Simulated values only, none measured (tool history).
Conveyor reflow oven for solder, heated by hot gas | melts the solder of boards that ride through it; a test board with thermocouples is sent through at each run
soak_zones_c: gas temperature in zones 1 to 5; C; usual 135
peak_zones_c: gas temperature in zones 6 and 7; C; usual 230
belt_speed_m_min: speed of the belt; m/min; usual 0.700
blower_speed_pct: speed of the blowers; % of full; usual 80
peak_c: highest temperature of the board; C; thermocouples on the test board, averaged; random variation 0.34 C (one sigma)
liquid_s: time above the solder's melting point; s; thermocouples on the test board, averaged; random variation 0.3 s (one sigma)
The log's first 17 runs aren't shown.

{"hour": 1246.0, "done": "thermocouples of zones 6 and 7 changed"}
{"run": 18, "hour": 1273.7, "soak_zones_c": 122, "peak_zones_c": 244, "belt_speed_m_min": 0.7, "blower_speed_pct": 51, "peak_c": 220.3, "liquid_s": 48.1}
{"run": 19, "hour": 1372.6, "soak_zones_c": 145, "peak_zones_c": 228, "belt_speed_m_min": 0.824, "blower_speed_pct": 84, "peak_c": 211.3, "liquid_s": 41.7}
{"run": 20, "hour": 1437.2, "soak_zones_c": 140, "peak_zones_c": 230, "belt_speed_m_min": 0.711, "blower_speed_pct": 71, "peak_c": 214.6, "liquid_s": 49.8}
{"run": 21, "hour": 1494.4, "soak_zones_c": 140, "peak_zones_c": 230, "belt_speed_m_min": 0.731, "blower_speed_pct": 63, "peak_c": 211.9, "liquid_s": 45.7}
{"run": 22, "hour": 1544.2, "soak_zones_c": 135, "peak_zones_c": 228, "belt_speed_m_min": 0.685, "blower_speed_pct": 88, "peak_c": 214.2, "liquid_s": 50.9}
{"run": 23, "hour": 1614.2, "soak_zones_c": 135, "peak_zones_c": 230, "belt_speed_m_min": 0.579, "blower_speed_pct": 78, "peak_c": 219.5, "liquid_s": 65.5}
{"hour": 1676.9, "done": "flux residue cleaned out of gas plates and filters"}
{"run": 24, "hour": 1710.4, "soak_zones_c": 135, "peak_zones_c": 232, "belt_speed_m_min": 0.7, "blower_speed_pct": 80, "peak_c": 217.8, "liquid_s": 51.6}
{"run": 25, "hour": 1809.8, "soak_zones_c": 135, "peak_zones_c": 232, "belt_speed_m_min": 0.7, "blower_speed_pct": 80, "peak_c": 217.5, "liquid_s": 51.5}
{"run": 26, "hour": 1859.5, "soak_zones_c": 135, "peak_zones_c": 226, "belt_speed_m_min": 0.629, "blower_speed_pct": 65, "peak_c": 212.9, "liquid_s": 54.6}

The next listed run, before its measurement:
{"run": 27, "hour": 1907.1, "soak_zones_c": 135, "peak_zones_c": 226, "belt_speed_m_min": 0.822, "blower_speed_pct": 71, "peak_c": "?", "liquid_s": "?"}

Run 27 gave peak_c 206.2 C, liquid_s 34.1 s.
Without the tool's hidden state the same run would have given peak_c 207.5 C, liquid_s 34.9 s.
